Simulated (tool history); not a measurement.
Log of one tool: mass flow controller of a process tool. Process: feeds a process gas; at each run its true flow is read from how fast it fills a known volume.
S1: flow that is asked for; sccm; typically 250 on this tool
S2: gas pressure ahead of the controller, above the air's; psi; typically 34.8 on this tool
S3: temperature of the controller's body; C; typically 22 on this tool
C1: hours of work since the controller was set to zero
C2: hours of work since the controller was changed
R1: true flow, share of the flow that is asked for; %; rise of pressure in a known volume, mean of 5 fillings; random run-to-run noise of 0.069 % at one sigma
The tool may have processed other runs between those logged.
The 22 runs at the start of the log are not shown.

run,hour,S1,S2,S3,C1,C2,R1
23,3750.0,91,34.2,37,4163,4163,100.21
24,3875.9,250,35.8,22,4213,4213,100.25
25,4066.7,250,35.8,22,4288,4288,100.30
26,4308.5,250,21.2,39,4384,4384,100.93
27,4536.1,53,22.9,24,4474,4474,99.85
28,4746.4,53,21.9,24,4558,4558,99.94
29,4923.3,53,21.9,24,4628,4628,100.08
30,5085.2,53,21.9,24,4692,4692,99.94
31,5210.6,82,36.8,20,4742,4742,100.47
32,5349.1,169,23.1,22,4797,4797,100.58
33,5513.4,85,34.8,22,4862,4862,100.65
34,5643.5,202,34.8,22,4913,4913,101.19
35,5844.0,202,34.8,22,4993,4993,101.34
36,5969.9,388,25.1,37,5043,5043,102.34
37,6209.7,395,34.7,34,5138,5138,102.71
38,6373.4,250,31.6,34,5203,5203,102.25
39,6557.9,250,31.6,34,5276,5276,102.38
# hour 6632.6: gauge calibrated
40,6697.4,250,31.6,34,5331,5331,99.69
41,6908.2,83,31.0,25,5415,5415,98.75
42,7024.7,111,34.8,22,5461,5461,98.85

Alternative continuations, all from the tool just after run 42; predict every row:
A,7233.8,111,34.8,37,5544,5544,?
B,7233.8,250,34.8,25,5544,5544,?
C,7233.8,199,34.8,20,5544,5544,?

run,R1
A,99.62
B,99.72
C,99.33
Had the tool no hidden state, the same runs would have come out as:
run,R1
A,99.25
B,99.34
C,98.96
